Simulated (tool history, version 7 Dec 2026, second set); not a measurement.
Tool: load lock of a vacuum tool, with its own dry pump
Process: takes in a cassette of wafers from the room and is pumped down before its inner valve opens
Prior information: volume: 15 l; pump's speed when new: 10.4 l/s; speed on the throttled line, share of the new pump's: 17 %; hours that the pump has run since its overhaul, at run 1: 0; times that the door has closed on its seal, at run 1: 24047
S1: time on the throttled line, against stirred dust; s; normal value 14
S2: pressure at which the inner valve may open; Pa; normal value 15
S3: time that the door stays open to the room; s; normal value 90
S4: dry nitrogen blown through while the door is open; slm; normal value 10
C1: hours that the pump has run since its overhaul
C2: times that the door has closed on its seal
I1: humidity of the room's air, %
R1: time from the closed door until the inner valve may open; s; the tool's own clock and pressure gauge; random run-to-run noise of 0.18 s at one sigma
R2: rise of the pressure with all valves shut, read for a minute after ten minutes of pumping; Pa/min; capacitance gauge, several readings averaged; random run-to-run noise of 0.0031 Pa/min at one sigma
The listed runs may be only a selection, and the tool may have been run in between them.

run	day	S1	S2	S3	S4	C1	C2	I1	R1	R2
1	0	14	15	90	10	0	24047	42.1	24.5	0.123
2	9.771	11	15	90	10	234	24596	43.9	21.7	0.122
3	18.508	11	15	90	10	444	25087	45.8	21.8	0.13
4	28.296	11	15	90	10	679	25638	47.2	22.1	0.136
5	34.542	11	15	90	10	829	25989	46	22.1	0.132
6	40.704	14	15	90	10	977	26336	46.7	24.5	0.137
7	50.838	14	15	90	10	1220	26905	42.6	24.6	0.129
8	60.033	14	15	90	10	1441	27423	44.3	24.5	0.135
9	71.767	14	15	90	10	1722	28082	44.5	24.7	0.136
10	80.158	14	15	90	4	1924	28554	45.4	24.6	0.161
11	90.267	14	15	90	4	2166	29123	43.8	24.5	0.154
12	100.912	14	18	90	4	2422	29722	46.9	24.4	0.167
13	111.717	14	15	90	10	2681	30329	46.3	24.9	0.148
14	123.704	14	15	90	10	2969	31003	40.5	24.9	0.135
15	133.788	22	15	48	10	3211	31570	44.9	31.2	0.12
16	146.333	22	15	48	10	3512	32276	44.2	31.5	0.116
17	156.754	22	15	234	22	3762	32862	46.7	31.5	0.179
18	162.442	10	14	90	12	3899	33182	43.3	21.6	0.135
19	174.996	21	11	208	4	4200	33888	41.3	31.2	0.241
20	182.071	21	11	208	4	4370	34286	46.2	31	0.249
21	188.367	10	15	90	10	4521	34640	46.9	21.9	0.16
22	198.662	13	15	90	10	4768	35219	43.8	23.7	0.152
23	210.446	13	15	90	10	5051	35882	46.3	24.2	0.156
24	219.538	13	15	90	10	5269	36393	47	24.5	0.158
25	227.438	27	15	90	10	5458	36837	43.9	35.7	0.152
26	239.488	14	13	30	23	5748	37515	44.9	25.3	0.097
27	245.892	16	17	101	42	5901	37875	45.3	26.8	0.117

Per-run results on a tool with no hidden state, each run keeping its own random variation:
The hidden state here: pump's speed, % of a new pump's; leak at the door's seal, Pa l/s; drift of the gauge itself on ready_s, %; drift of the gauge itself on rise_pa_min, %.
run	R1	R2
1	24.5	0.092
2	21.7	0.09
3	21.8	0.096
4	22	0.102
5	22	0.097
6	24.4	0.101
7	24.4	0.092
8	24.3	0.097
9	24.5	0.097
10	24.4	0.121
11	24.3	0.112
12	24.1	0.123
13	24.7	0.103
14	24.6	0.088
15	30.9	0.072
16	31.2	0.067
17	31.1	0.129
18	21.2	0.084
19	30.8	0.188
20	30.6	0.196
21	21.4	0.104
22	23.2	0.097
23	23.7	0.099
24	24	0.1
25	35.3	0.092
26	24.7	0.036
27	26.3	0.054

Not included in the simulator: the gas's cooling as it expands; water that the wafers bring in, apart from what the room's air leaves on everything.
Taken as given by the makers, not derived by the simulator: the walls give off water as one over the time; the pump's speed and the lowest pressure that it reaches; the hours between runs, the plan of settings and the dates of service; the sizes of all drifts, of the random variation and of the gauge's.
